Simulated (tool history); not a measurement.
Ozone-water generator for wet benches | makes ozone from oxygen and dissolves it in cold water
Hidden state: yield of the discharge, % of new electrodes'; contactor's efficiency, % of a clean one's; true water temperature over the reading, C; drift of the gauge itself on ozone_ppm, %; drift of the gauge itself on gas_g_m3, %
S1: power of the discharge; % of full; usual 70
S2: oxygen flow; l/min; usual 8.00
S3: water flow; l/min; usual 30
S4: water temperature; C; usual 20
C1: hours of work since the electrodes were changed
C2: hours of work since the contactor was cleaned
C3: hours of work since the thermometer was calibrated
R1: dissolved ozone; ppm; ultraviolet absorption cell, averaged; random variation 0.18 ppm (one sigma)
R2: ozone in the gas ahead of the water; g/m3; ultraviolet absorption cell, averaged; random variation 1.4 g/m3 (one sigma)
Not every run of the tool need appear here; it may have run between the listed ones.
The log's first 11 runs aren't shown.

| run | hour | S1 | S2 | S3 | S4 | C1 | C2 | C3 | R1 | R2 |
|---|---|---|---|---|---|---|---|---|---|---|
| 12 | 793.4 | 70 | 8.00 | 30 | 20 | 3108 | 1517 | 811 | 24.2 | 254.4 |
| 13 | 890.4 | 70 | 8.00 | 30 | 20 | 3190 | 1598 | 893 | 24.6 | 254.4 |
| 14 | 951.0 | 70 | 8.00 | 30 | 20 | 3241 | 1650 | 944 | 24.3 | 254.0 |
| 15 | 1056.9 | 70 | 8.00 | 30 | 20 | 3330 | 1739 | 1033 | 24.2 | 254.8 |
| 16 | 1120.2 | 70 | 8.00 | 30 | 20 | 3384 | 1792 | 1087 | 24.2 | 256.6 |
| 17 | 1170.4 | 70 | 8.00 | 30 | 20 | 3426 | 1835 | 1129 | 24.8 | 254.5 |
| 18 | 1250.7 | 70 | 8.00 | 30 | 20 | 3494 | 1902 | 1197 | 24.5 | 255.4 |
| 19 | 1312.3 | 70 | 8.00 | 30 | 20 | 3546 | 1954 | 1249 | 24.6 | 254.1 |
| 20 | 1385.8 | 70 | 8.00 | 30 | 20 | 3608 | 2016 | 1311 | 24.1 | 256.2 |
| 21 | 1494.3 | 70 | 8.00 | 30 | 20 | 3699 | 2108 | 1402 | 24.6 | 255.2 |
| 22 | 1544.1 | 62 | 12.56 | 23 | 20 | 3741 | 2150 | 1444 | 28.6 | 200.9 |
| 23 | 1632.2 | 62 | 12.56 | 23 | 19 | 3816 | 2224 | 1519 | 28.8 | 199.8 |
| 24 | 1727.0 | 87 | 4.63 | 26 | 13 | 3896 | 2304 | 1599 | 30.6 | 356.4 |
| 25 | 1836.6 | 87 | 4.63 | 26 | 13 | 3988 | 2397 | 1691 | 30.6 | 358.4 |
| 26 | 1898.7 | 57 | 4.56 | 45 | 17 | 4040 | 2449 | 1744 | 12.0 | 259.9 |
| 27 | 2005.1 | 42 | 8.00 | 30 | 17 | 4130 | 2539 | 1833 | 17.3 | 171.8 |
| 28 | 2068.1 | 87 | 6.04 | 37 | 23 | 4183 | 2592 | 1887 | 21.3 | 328.3 |
| 29 | 2145.0 | 70 | 10.98 | 18 | 20 | 4248 | 2657 | 1951 | 36.3 | 230.8 |
| 30 | 2199.1 | 70 | 10.98 | 18 | 20 | 4294 | 2703 | 1997 | 36.2 | 228.7 |
| 31 | 2257.5 | 42 | 8.00 | 30 | 20 | 4343 | 2752 | 2046 | 16.3 | 173.7 |
| 32 | 2357.4 | 83 | 8.00 | 24 | 20 | 4427 | 2836 | 2131 | 33.5 | 288.9 |
| 33 | 2416.4 | 45 | 12.97 | 31 | 26 | 4477 | 2886 | 2180 | 16.5 | 154.9 |

Forecast each of these 4 alternatives for the next run:
| A | 2464.0 | 70 | 6.43 | 30 | 20 | 4517 | 2926 | 2221 | ? | ? |
| B | 2464.0 | 40 | 8.00 | 23 | 20 | 4517 | 2926 | 2221 | ? | ? |
| C | 2464.0 | 45 | 12.97 | 29 | 13 | 4517 | 2926 | 2221 | ? | ? |
| D | 2464.0 | 92 | 12.97 | 23 | 26 | 4517 | 2926 | 2221 | ? | ? |

| run | R1 | R2 |
|---|---|---|
| A | 23.2 | 272.5 |
| B | 19.6 | 164.3 |
| C | 21.7 | 156.0 |
| D | 34.4 | 267.7 |
With the hidden condition removed and each run's random variation left untouched, the same runs would have given:
| run | R1 | R2 |
|---|---|---|
| A | 23.3 | 273.1 |
| B | 19.6 | 164.5 |
| C | 21.8 | 156.2 |
| D | 34.5 | 268.4 |
